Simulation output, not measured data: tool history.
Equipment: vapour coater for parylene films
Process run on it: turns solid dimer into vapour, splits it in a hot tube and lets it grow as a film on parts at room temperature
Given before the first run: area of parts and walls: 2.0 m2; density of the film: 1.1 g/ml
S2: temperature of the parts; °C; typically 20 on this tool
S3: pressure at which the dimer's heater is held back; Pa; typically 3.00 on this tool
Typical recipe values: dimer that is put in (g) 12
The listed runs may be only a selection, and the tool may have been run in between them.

{"run": 1, "hour": 0.0, "dimer that is put in (g)": 12, "S2": 20, "S3": 3.0, "thickness of the film (µm)": 3.74}
{"run": 2, "hour": 38.8, "dimer that is put in (g)": 12, "S2": 20, "S3": 3.0, "thickness of the film (µm)": 3.74}
{"run": 3, "hour": 76.4, "dimer that is put in (g)": 12, "S2": 20, "S3": 3.0, "thickness of the film (µm)": 3.76}
{"run": 4, "hour": 114.3, "dimer that is put in (g)": 12, "S2": 20, "S3": 3.0, "thickness of the film (µm)": 3.76}
{"run": 5, "hour": 138.3, "dimer that is put in (g)": 12, "S2": 28, "S3": 3.0, "thickness of the film (µm)": 2.84}
{"hour": 152.3, "done": "trap's valve overhauled"}
{"run": 6, "hour": 162.9, "dimer that is put in (g)": 12, "S2": 28, "S3": 3.0, "thickness of the film (µm)": 2.84}
{"run": 7, "hour": 181.3, "dimer that is put in (g)": 12, "S2": 20, "S3": 3.0, "thickness of the film (µm)": 3.78}
{"run": 8, "hour": 203.9, "dimer that is put in (g)": 9, "S2": 27, "S3": 7.5, "thickness of the film (µm)": 1.85}
{"run": 9, "hour": 225.8, "dimer that is put in (g)": 9, "S2": 16, "S3": 3.37, "thickness of the film (µm)": 3.18}
{"run": 10, "hour": 254.1, "dimer that is put in (g)": 9, "S2": 16, "S3": 3.37, "thickness of the film (µm)": 3.18}

Estimate the outcome of run 11 from the log above:
{"run": 11, "hour": 291.7, "dimer that is put in (g)": 16, "S2": 28, "S3": 7.77, "thickness of the film (µm)": "?"}

{"run 11": {"thickness of the film (µm)": 3.15}}
Without the tool's hidden state the same run would have given thickness of the film (µm) 3.15.
